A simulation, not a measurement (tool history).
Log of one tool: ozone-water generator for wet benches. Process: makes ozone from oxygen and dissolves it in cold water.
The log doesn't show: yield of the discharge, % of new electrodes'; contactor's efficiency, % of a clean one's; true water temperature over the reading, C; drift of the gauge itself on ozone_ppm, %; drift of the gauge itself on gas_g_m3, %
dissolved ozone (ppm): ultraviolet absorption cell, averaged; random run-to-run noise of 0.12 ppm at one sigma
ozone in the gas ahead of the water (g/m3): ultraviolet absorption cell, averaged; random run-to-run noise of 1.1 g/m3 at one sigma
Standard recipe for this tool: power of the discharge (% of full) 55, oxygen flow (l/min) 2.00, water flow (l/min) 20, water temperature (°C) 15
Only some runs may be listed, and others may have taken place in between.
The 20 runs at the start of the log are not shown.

run,hour,power of the discharge (% of full),oxygen flow (l/min),water flow (l/min),water temperature (°C),hours of work since the electrodes were changed,hours of work since the contactor was cleaned,hours of work since the thermometer was calibrated,dissolved ozone (ppm),ozone in the gas ahead of the water (g/m3)
# hour 1849.9: water thermometer calibrated
21,1939.7,68,1.03,21,14,1474,6163,58,7.9,285.7
22,2082.6,55,1.22,20,15,1567,6256,151,8.0,234.8
23,2183.1,55,2.72,20,15,1632,6321,216,11.2,174.0
24,2294.1,77,1.93,14,15,1704,6393,288,17.9,241.1
25,2390.5,78,1.58,14,14,1767,6456,351,17.1,261.5
26,2492.7,85,1.97,16,15,1833,6522,417,16.6,254.3
27,2633.8,90,1.19,20,19,1925,6614,509,10.2,317.3
28,2734.9,76,2.00,20,10,1990,6679,574,12.3,233.4
29,2823.6,53,2.88,21,10,2048,6737,632,10.9,164.5
30,2932.0,55,2.00,22,22,2118,6807,702,8.4,191.4
31,3010.6,79,2.00,13,17,2169,6858,753,19.4,239.2
32,3102.3,98,1.50,22,14,2228,6918,813,10.9,299.8

Branching from run 32: 5 alternative next runs. What would each branch give?
A,3193.1,98,3.48,30,16,2287,6977,872,?,?
B,3193.1,52,2.15,20,13,2287,6977,872,?,?
C,3193.1,65,2.88,22,21,2287,6977,872,?,?
D,3193.1,55,2.00,20,12,2287,6977,872,?,?
E,3193.1,98,1.90,22,8,2287,6977,872,?,?

run,dissolved ozone (ppm),ozone in the gas ahead of the water (g/m3)
A,9.9,218.3
B,9.8,181.0
C,10.1,183.7
D,9.9,192.9
E,12.7,274.0
What these runs would have given with no unlogged condition in the tool:
run,dissolved ozone (ppm),ozone in the gas ahead of the water (g/m3)
A,11.8,233.2
B,11.3,189.3
C,11.8,193.5
D,11.3,202.2
E,14.9,292.7

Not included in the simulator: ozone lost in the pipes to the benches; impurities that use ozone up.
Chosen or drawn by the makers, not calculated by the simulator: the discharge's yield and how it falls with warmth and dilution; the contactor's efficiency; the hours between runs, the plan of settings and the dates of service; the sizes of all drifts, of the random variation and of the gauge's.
